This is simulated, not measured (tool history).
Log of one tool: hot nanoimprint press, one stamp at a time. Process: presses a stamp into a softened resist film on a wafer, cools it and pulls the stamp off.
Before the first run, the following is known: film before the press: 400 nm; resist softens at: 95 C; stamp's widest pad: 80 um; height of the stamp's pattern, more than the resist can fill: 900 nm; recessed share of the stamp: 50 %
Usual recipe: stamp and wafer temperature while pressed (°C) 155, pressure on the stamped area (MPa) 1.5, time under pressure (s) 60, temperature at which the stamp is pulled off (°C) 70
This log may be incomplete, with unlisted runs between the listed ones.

run	hour	stamp and wafer temperature while pressed (°C)	pressure on the stamped area (MPa)	time under pressure (s)	temperature at which the stamp is pulled off (°C)	resist left under the stamp's widest pad (angstrom)	greatest force while the stamp is pulled off (N)
1	0	155	1.5	60	70	1425	156
2	10.7	155	1.5	60	70	1420	150
3	18.6	157	1.5	60	70	1247	159
# hour 22.4: plate thermocouple calibrated
4	26.6	157	1.5	60	70	1249	154
5	37.6	155	1.5	60	70	1416	158
6	48	155	1.5	60	61	1414	192
7	55.5	155	2.08	60	70	1183	162
8	61.5	155	2.08	60	70	1187	155
9	68.3	155	1.5	60	70	1408	154
10	78.5	155	1.5	60	70	1405	152
11	90.3	162	1.5	60	70	908	167
12	97.6	162	1.5	60	70	907	161
13	106.1	162	1.5	60	70	910	155
14	116.9	155	1.5	60	70	1393	157
15	126.7	155	1.5	60	70	1392	160
16	135	151	1.5	71	70	1679	161
17	146.9	151	1.5	71	70	1673	162
# hour 157.1: gauge calibrated
18	159	157	1.5	41	70	1455	159
19	165.4	157	1.5	33	70	1579	157
20	174.2	167	1.5	60	70	690	155
21	185	167	1.5	38	56	828	215
22	191.7	163	1.05	60	70	1050	156
23	201.2	155	1.5	60	70	1415	155
24	212.5	155	1.5	60	70	1405	159
25	224.3	149	1.36	114	78	1701	128
26	232.3	148	1.67	114	70	1642	154
27	244	165	1.17	114	70	669	157

Expected results for the next run?
28	253.3	166	1.17	81	70	?	?

{"run 28": {"resist left under the stamp's widest pad (angstrom)": 730, "greatest force while the stamp is pulled off (N)": 154}}
On a tool with no hidden condition, and with the same random variation, this run would have come out at resist left under the stamp's widest pad (angstrom) 742, greatest force while the stamp is pulled off (N) 152.
